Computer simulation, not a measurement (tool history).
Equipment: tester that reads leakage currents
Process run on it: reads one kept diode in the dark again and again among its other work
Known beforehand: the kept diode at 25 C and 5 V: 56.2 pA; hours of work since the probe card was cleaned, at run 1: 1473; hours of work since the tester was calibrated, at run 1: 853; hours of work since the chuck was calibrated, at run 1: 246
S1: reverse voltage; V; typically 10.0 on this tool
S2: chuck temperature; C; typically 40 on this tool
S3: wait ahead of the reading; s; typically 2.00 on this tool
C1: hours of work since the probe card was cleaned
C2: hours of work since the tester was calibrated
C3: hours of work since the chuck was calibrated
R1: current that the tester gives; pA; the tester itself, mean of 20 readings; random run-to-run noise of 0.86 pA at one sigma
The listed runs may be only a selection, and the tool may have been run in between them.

Run 1, hour 0.0: usual settings; C1 1473; C2 853; C3 246. Result: R1 292.42 pA.
Run 2, hour 84.3: usual settings but S1 9.5 V; C1 1531; C2 910; C3 303. Result: R1 289.98 pA.
Run 3, hour 176.3: usual settings but S1 9.5 V; C1 1594; C2 973; C3 366. Result: R1 291.64 pA.
Run 4, hour 280.4: usual settings but S2 28 C; C1 1665; C2 1045; C3 438. Result: R1 101.87 pA.
Run 5, hour 381.7: usual settings but S1 3.6 V; C1 1734; C2 1114; C3 507. Result: R1 207.52 pA.
Run 6, hour 474.5: usual settings but S2 37 C; C1 1798; C2 1177; C3 570. Result: R1 230.94 pA.
Run 7, hour 530.4: usual settings but S3 2.98 s; C1 1836; C2 1216; C3 609. Result: R1 299.58 pA.
Run 8, hour 658.8: usual settings but S3 7.50 s; C1 1924; C2 1303; C3 696. Result: R1 298.63 pA.
Run 9, hour 752.2: usual settings but S3 7.50 s; C1 1988; C2 1367; C3 760. Result: R1 299.89 pA.
Run 10, hour 873.2: usual settings but S2 25 C; C1 2071; C2 1450; C3 843. Result: R1 79.33 pA.
Run 11, hour 993.0: usual settings but S2 25 C; C1 2153; C2 1532; C3 925. Result: R1 79.63 pA.
Run 12, hour 1128.0: usual settings but S1 3.2 V, S2 25 C; C1 2245; C2 1625; C3 1018. Result: R1 52.74 pA.
At hour 1136.2: tester calibrated.
Run 13, hour 1252.2: usual settings but S1 3.2 V, S2 25 C; C1 2329; C2 79; C3 1101. Result: R1 53.21 pA.
Run 14, hour 1358.7: usual settings but S3 0.86 s; C1 2401; C2 152; C3 1174. Result: R1 310.68 pA.
Run 15, hour 1413.8: usual settings but S1 9.8 V, S2 24 C, S3 1.74 s; C1 2439; C2 190; C3 1212. Result: R1 74.22 pA.
Run 16, hour 1473.0: usual settings but S1 9.8 V, S2 25 C, S3 1.52 s; C1 2480; C2 230; C3 1252. Result: R1 81.29 pA.
Run 17, hour 1563.3: usual settings but S1 4.4 V, S2 59 C, S3 1.52 s; C1 2541; C2 292; C3 1314. Result: R1 1098.20 pA.
At hour 1571.4: tester calibrated, once more.
Run 18, hour 1669.6: usual settings but S3 8.92 s; C1 2613; C2 67; C3 1385. Result: R1 308.35 pA.
Run 19, hour 1798.8: usual settings but S1 2.8 V, S2 46 C, S3 6.11 s; C1 2701; C2 156; C3 1474. Result: R1 328.61 pA.
Run 20, hour 1910.8: usual settings but S1 3.0 V, S2 20 C; C1 2778; C2 232; C3 1551. Result: R1 32.60 pA.
Run 21, hour 1975.2: usual settings but S1 7.5 V, S2 42 C, S3 0.62 s; C1 2822; C2 276; C3 1595. Result: R1 336.43 pA.
Run 22, hour 2061.0: usual settings but S1 3.2 V, S2 42 C, S3 0.53 s; C1 2881; C2 335; C3 1653. Result: R1 249.25 pA.

4 ways to go on from here, each from the tool as it stands after run 22. What would each give?
Run A, hour 2132.8: usual settings but S1 9.4 V, S2 25 C, S3 3.61 s; C1 2930; C2 384; C3 1702. Result: R1 ?.
Run B, hour 2132.8: usual settings but S1 1.4 V, S3 2.20 s; C1 2930; C2 384; C3 1702. Result: R1 ?.
Run C, hour 2132.8: usual settings but S1 11.5 V, S2 21 C, S3 0.41 s; C1 2930; C2 384; C3 1702. Result: R1 ?.
Run D, hour 2132.8: usual settings but S1 6.4 V, S2 34 C, S3 0.53 s; C1 2930; C2 384; C3 1702. Result: R1 ?.

run      R1
  A   80.85
  B  157.01
  C   65.93
  D  159.57
With the hidden condition removed and each run's random variation left untouched, the same runs would have given:
run      R1
  A   71.03
  B  143.69
  C   57.24
  D  144.40
